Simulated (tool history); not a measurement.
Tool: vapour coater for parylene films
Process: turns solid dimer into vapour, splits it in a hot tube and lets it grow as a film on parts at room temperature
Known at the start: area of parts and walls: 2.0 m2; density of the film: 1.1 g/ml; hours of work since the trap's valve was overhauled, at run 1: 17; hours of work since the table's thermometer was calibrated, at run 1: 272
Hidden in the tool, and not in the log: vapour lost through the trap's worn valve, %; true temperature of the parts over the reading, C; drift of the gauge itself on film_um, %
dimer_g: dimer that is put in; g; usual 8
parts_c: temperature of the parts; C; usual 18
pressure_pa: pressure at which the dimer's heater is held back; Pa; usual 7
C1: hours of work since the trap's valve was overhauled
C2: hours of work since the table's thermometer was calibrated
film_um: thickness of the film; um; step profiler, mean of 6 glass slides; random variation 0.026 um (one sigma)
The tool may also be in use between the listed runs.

run 1 hour=0 | dimer_g=8 parts_c=18 pressure_pa=7 | C1=17 C2=272 | film_um=2.11
run 2 hour=13 | dimer_g=8 parts_c=18 pressure_pa=7 | C1=23 C2=278 | film_um=2.09
run 3 hour=25.8 | dimer_g=8 parts_c=18 pressure_pa=7 | C1=30 C2=285 | film_um=2.16
run 4 hour=38 | dimer_g=8 parts_c=22 pressure_pa=7 | C1=36 C2=291 | film_um=1.92
run 5 hour=51.5 | dimer_g=8 parts_c=22 pressure_pa=7 | C1=43 C2=298 | film_um=1.93
run 6 hour=71 | dimer_g=8 parts_c=22 pressure_pa=7 | C1=53 C2=308 | film_um=1.92
run 7 hour=82.2 | dimer_g=8 parts_c=22 pressure_pa=7 | C1=59 C2=314 | film_um=1.92
run 8 hour=102.2 | dimer_g=8 parts_c=22 pressure_pa=7 | C1=69 C2=324 | film_um=1.91
run 9 hour=114.6 | dimer_g=8 parts_c=22 pressure_pa=8.38 | C1=76 C2=331 | film_um=1.89
run 10 hour=124.5 | dimer_g=8 parts_c=22 pressure_pa=8.38 | C1=81 C2=336 | film_um=1.82
-- hour=130.4 trap's valve overhauled
run 11 hour=137.9 | dimer_g=8 parts_c=22 pressure_pa=8.38 | C1=4 C2=341 | film_um=1.87
run 12 hour=151.6 | dimer_g=13 parts_c=18 pressure_pa=7 | C1=11 C2=348 | film_um=3.4
run 13 hour=165.9 | dimer_g=13 parts_c=18 pressure_pa=7 | C1=18 C2=355 | film_um=3.38
run 14 hour=182.7 | dimer_g=8 parts_c=18 pressure_pa=7 | C1=27 C2=364 | film_um=2.05
run 15 hour=193.4 | dimer_g=8 parts_c=18 pressure_pa=7 | C1=32 C2=369 | film_um=2.1
run 16 hour=210.6 | dimer_g=7 parts_c=18 pressure_pa=5.51 | C1=41 C2=378 | film_um=1.97
run 17 hour=229.9 | dimer_g=6 parts_c=17 pressure_pa=3.59 | C1=51 C2=388 | film_um=1.91
-- hour=245.5 trap's valve overhauled, once more
run 18 hour=252.1 | dimer_g=7 parts_c=27 pressure_pa=3.36 | C1=3 C2=397 | film_um=1.74
run 19 hour=261.1 | dimer_g=8 parts_c=27 pressure_pa=3.36 | C1=8 C2=402 | film_um=2
run 20 hour=275.2 | dimer_g=8 parts_c=27 pressure_pa=3.36 | C1=15 C2=409 | film_um=2.02
run 21 hour=285.3 | dimer_g=8 parts_c=27 pressure_pa=3.36 | C1=20 C2=414 | film_um=2.04
run 22 hour=304.7 | dimer_g=4 parts_c=10 pressure_pa=5.61 | C1=30 C2=424 | film_um=1.4
run 23 hour=316 | dimer_g=4 parts_c=10 pressure_pa=5.61 | C1=36 C2=430 | film_um=1.34
run 24 hour=328.5 | dimer_g=4 parts_c=10 pressure_pa=5.61 | C1=43 C2=436 | film_um=1.4
run 25 hour=344.8 | dimer_g=8 parts_c=27 pressure_pa=3.75 | C1=51 C2=445 | film_um=2
run 26 hour=363.6 | dimer_g=9 parts_c=18 pressure_pa=3.04 | C1=61 C2=454 | film_um=2.91
run 27 hour=381.2 | dimer_g=4 parts_c=18 pressure_pa=4.1 | C1=70 C2=464 | film_um=1.22
run 28 hour=390 | dimer_g=5 parts_c=18 pressure_pa=5.67 | C1=74 C2=468 | film_um=1.38
run 29 hour=399.3 | dimer_g=5 parts_c=18 pressure_pa=5.67 | C1=79 C2=473 | film_um=1.39

Hidden state or all else? Some run-to-run changes of film_um, split into what the settings, what came in and random variation would give without the hidden state, and what is left for the hidden state (with any gauge scatter that isn't in both results):
Run 11 -> 12: dimer_g 8 -> 13, parts_c 22 -> 18, pressure_pa 8.38 -> 7. film_um +1.53 um: hidden state -0.04, all else +1.57.
Run 17 -> 18: dimer_g 6 -> 7, parts_c 17 -> 27, pressure_pa 3.59 -> 3.36, trap's valve overhauled, once more. film_um -0.17 um: hidden state +0.05, all else -0.22.
Run 26 -> 27: dimer_g 9 -> 4, pressure_pa 3.04 -> 4.1. film_um -1.69 um: hidden state +0.03, all else -1.72.
